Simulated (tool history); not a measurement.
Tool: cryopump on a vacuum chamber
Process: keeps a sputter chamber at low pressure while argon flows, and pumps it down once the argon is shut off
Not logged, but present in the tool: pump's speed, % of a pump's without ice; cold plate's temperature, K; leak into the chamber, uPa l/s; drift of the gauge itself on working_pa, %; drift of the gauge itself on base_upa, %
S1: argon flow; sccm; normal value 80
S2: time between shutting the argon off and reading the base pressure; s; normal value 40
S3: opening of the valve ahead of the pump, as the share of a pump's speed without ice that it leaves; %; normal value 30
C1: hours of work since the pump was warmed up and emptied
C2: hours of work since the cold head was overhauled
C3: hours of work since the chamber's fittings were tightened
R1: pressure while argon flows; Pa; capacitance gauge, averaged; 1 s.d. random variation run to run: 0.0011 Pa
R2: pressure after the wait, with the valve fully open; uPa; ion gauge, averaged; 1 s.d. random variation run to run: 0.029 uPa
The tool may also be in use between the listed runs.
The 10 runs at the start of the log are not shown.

run,hour,S1,S2,S3,C1,C2,C3,R1,R2
11,310.5,119,40,30,334,334,1869,0.3736,1.70
12,352.6,80,221,30,352,352,1887,0.2490,0.68
13,393.3,80,221,30,370,370,1904,0.2492,0.70
14,423.8,80,221,30,382,382,1917,0.2492,0.66
15,463.2,80,221,30,399,399,1934,0.2508,0.68
16,483.7,80,221,30,408,408,1942,0.2522,0.69
17,524.3,80,221,30,425,425,1959,0.2532,0.65
18,545.9,80,40,30,434,434,1969,0.2514,1.70
19,582.8,80,40,30,450,450,1984,0.2494,1.74
20,610.3,80,40,30,462,462,1996,0.2489,1.69
21,642.9,57,103,30,475,475,2010,0.1795,0.95
22,679.6,57,103,30,491,491,2025,0.1799,0.94
23,708.2,57,103,30,503,503,2037,0.1777,1.00
24,727.3,57,103,30,511,511,2045,0.1790,0.97
25,747.4,35,103,30,520,520,2054,0.1095,0.94
26,773.0,116,264,21,530,530,2065,0.5215,0.66
27,799.4,116,264,21,542,542,2076,0.5193,0.70
28,834.5,116,264,21,556,556,2091,0.5208,0.68
29,852.6,116,264,21,564,564,2099,0.5167,0.70
30,871.4,34,87,21,572,572,2106,0.1524,1.05
31,904.9,80,61,33,586,586,2121,0.2303,1.34
32,930.2,80,61,31,597,597,2131,0.2451,1.36
33,956.9,33,293,20,608,608,2143,0.1552,0.65
34,978.6,67,293,20,618,618,2152,0.3168,0.70
35,1015.6,137,39,30,633,633,2168,0.4383,1.79

Each row is a separate what-if for the run after 35, all from the same tool condition, not one after another. Results?
A,1034.4,80,278,30,641,641,2175,?,?
B,1034.4,137,247,30,641,641,2175,?,?
C,1034.4,56,23,30,641,641,2175,?,?

run,R1,R2
A,0.2550,0.70
B,0.4357,0.74
C,0.1782,2.60
What these runs would have given with no unlogged condition in the tool:
run,R1,R2
A,0.2434,0.35
B,0.4159,0.38
C,0.1702,2.26
